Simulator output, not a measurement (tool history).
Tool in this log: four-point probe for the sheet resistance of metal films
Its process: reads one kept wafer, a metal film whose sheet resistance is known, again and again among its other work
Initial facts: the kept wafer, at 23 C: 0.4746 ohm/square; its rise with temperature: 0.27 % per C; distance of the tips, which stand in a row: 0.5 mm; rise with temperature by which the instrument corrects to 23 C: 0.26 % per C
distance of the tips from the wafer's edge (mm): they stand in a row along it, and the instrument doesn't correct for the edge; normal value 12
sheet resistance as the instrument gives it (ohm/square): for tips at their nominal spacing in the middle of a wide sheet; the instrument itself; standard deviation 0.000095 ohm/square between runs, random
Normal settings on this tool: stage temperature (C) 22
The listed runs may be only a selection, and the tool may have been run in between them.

run,hour,stage temperature (C),distance of the tips from the wafer's edge (mm),sheet resistance as the instrument gives it (ohm/square)
1,0,22,12,0.47443
2,40.1,23,12,0.474661
3,66.2,22,14,0.474349
4,98,22,14,0.474502
5,135.5,22,14,0.474354
6,158.2,22,12,0.474663
7,190.4,22,12,0.474563
8,234.5,22,12,0.474501
9,267.1,22,30,0.474193
10,287.5,22,30,0.474181
11,315.8,22,30,0.47408
12,351.7,22,30,0.474051
13,388.1,22,30,0.473876
14,406.3,19,12,0.474288
15,432.3,19,12,0.474079
16,464,19,4,0.477624
17,495,26,45,0.474008
18,523.1,26,45,0.474359
19,554.3,22,25,0.473996
20,585.7,22,25,0.473953
21,617.1,35,56,0.474737
22,646.9,35,56,0.474621
23,669.9,28,17,0.474339
24,690.5,28,17,0.474352
25,722.8,21,4,0.477753
26,748.4,23,12,0.474357
27,782.5,23,12,0.47424
28,825.3,22,18,0.473781
29,846.5,19,15,0.474006
30,887.5,19,15,0.473876
31,918.8,27,9,0.474658

Branching from run 31: 4 alternative next runs. What would each branch give?
A,950.7,19,9,?
B,950.7,22,28,?
C,950.7,32,9,?
D,950.7,22,17,?

run,sheet resistance as the instrument gives it (ohm/square)
A,0.474165
B,0.473697
C,0.474948
D,0.473798
With no hidden state in the tool, these same runs would have given:
run,sheet resistance as the instrument gives it (ohm/square)
A,0.475039
B,0.474573
C,0.475837
D,0.474675

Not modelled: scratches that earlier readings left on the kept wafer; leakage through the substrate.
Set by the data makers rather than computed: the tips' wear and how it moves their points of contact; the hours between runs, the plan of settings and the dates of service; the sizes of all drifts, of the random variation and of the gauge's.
